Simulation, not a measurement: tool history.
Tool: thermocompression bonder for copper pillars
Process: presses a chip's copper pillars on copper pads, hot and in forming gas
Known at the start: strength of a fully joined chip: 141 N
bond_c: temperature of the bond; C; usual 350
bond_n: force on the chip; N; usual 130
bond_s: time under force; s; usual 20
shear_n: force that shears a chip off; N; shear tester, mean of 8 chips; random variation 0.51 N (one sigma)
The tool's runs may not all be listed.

run   hour  bond_c  bond_n  bond_s  shear_n
  1    0.0     350     130      20     59.4
  2   14.2     350     130      32     70.0
  3   39.0     350     130      20     59.2
  4   53.1     350     130      20     58.8
  5   72.8     350      81      20     46.6
      84.1  -- forming gas filter changed
  6  106.1     350     130      20     65.7
  7  121.8     350     130      20     66.8
  8  138.2     350     130      20     65.1
  9  166.0     350     130      20     64.8
 10  185.5     350     130      20     64.6
 11  208.7     350     103      20     58.5
 12  235.2     350     130      20     64.0
 13  255.2     350     130      20     63.0
 14  270.3     350     130      20     65.2
 15  294.6     350     103      20     56.8
 16  320.7     350     103      20     57.3
 17  348.7     350     103      20     57.1
 18  370.2     350     103      30     65.3
 19  384.2     350     103      30     65.0
 20  405.8     350     103      30     64.7
 21  430.5     333     151      14     49.1
     434.3  -- force cell calibrated
 22  451.6     333     151      14     49.8
 23  466.1     350     139      35     77.2
 24  483.2     350     139      35     76.7
 25  511.8     347     103      52     75.1
 26  536.5     347     103      52     74.6
 27  550.3     347     103      52     73.5
     563.3  -- forming gas filter changed
     567.5  -- force cell calibrated, once more
 28  576.4     344     130      46     83.0
 29  602.8     346     115      11     47.7
 30  623.2     346     115      11     47.7
 31  648.7     346     115      11     46.6
 32  674.6     372     115      11     58.6
 33  697.4     366     159      12     66.2
 34  727.8     347     159      32     79.5
 35  755.3     350     130      11     51.2
 36  780.9     350     130      11     50.9
 37  807.7     355     130      20     66.4
 38  824.7     323     130      21     50.1
 39  838.6     327      88      32     50.9

Measured less the same run without the tool's hidden state. The same run-to-run variation is in both; the gauge's scatter may not be:
The hidden state here: true temperature of the bond over the reading, C; force that reaches the chip, % of what is set; oxide that the forming gas leaves, % of the face; drift of the gauge itself on shear_n, %.
run  shear_n
  1     -2.0
  2     -2.9
  3     -2.5
  4     -2.6
  5     -2.0
  6     +3.9
  7     +3.8
  8     +3.5
  9     +3.2
 10     +3.0
 11     +2.7
 12     +2.3
 13     +2.1
 14     +2.0
 15     +1.7
 16     +1.5
 17     +1.2
 18     +0.7
 19     +0.6
 20     +0.2
 21     +0.6
 22     +0.9
 23     -0.8
 24     -1.0
 25     -1.4
 26     -1.7
 27     -2.1
 28     +4.5
 29     +3.2
 30     +3.0
 31     +2.7
 32     +2.5
 33     +2.4
 34     +2.2
 35     +2.0
 36     +1.7
 37     +1.2
 38     +1.6
 39     +1.6

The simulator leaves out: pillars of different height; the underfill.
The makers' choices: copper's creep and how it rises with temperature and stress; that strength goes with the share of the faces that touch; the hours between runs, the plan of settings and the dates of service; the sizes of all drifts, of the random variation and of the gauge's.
